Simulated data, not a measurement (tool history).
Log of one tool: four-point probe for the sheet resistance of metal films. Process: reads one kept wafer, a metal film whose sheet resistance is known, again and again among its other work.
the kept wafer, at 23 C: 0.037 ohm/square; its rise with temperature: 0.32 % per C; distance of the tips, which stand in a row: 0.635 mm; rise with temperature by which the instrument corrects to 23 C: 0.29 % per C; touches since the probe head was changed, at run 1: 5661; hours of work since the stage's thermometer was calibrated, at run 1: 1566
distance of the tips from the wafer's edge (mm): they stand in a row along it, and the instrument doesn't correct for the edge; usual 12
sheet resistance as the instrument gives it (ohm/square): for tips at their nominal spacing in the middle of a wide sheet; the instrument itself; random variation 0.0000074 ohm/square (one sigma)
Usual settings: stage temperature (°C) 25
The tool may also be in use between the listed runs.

run,hour,stage temperature (°C),distance of the tips from the wafer's edge (mm),touches since the probe head was changed,hours of work since the stage's thermometer was calibrated,sheet resistance as the instrument gives it (ohm/square)
1,0,25,12,5661,1566,0.037082
2,12.7,25,12,5840,1571,0.037088
3,27.2,25,12,6044,1577,0.037073
4,39.1,25,12,6212,1582,0.037082
5,51.5,25,12,6387,1587,0.037085
6,69.5,25,12,6641,1595,0.03708
7,78.2,25,12,6765,1599,0.037087
8,91.9,25,12,6958,1604,0.037072
9,110.4,25,12,7219,1612,0.03709
10,123.9,25,12,7408,1618,0.037057
11,142.8,35,23,7675,1626,0.037163
12,153.4,22,49,7824,1630,0.037001
13,169,31,49,8045,1637,0.037096
14,183.1,31,49,8244,1643,0.03711
15,196.9,29,29,8438,1649,0.037077
16,209.5,29,29,8616,1654,0.037087
17,222.7,29,29,8802,1660,0.037082
# hour 241.4: stage's thermometer calibrated
18,242.2,22,9,9071,0,0.03708
19,253.7,30,12,9233,5,0.037148
20,267.7,32,9,9430,11,0.0372

Forecast each of these 4 alternatives for the next run:
A,285.1,19,12,9675,18,?
B,285.1,26,3,9675,18,?
C,285.1,33,9,9675,18,?
D,285.1,19,23,9675,18,?

run,sheet resistance as the instrument gives it (ohm/square)
A,0.037009
B,0.037919
C,0.037218
D,0.036986
Without the tool's hidden state the same runs would have given:
run,sheet resistance as the instrument gives it (ohm/square)
A,0.037007
B,0.037917
C,0.037216
D,0.036985

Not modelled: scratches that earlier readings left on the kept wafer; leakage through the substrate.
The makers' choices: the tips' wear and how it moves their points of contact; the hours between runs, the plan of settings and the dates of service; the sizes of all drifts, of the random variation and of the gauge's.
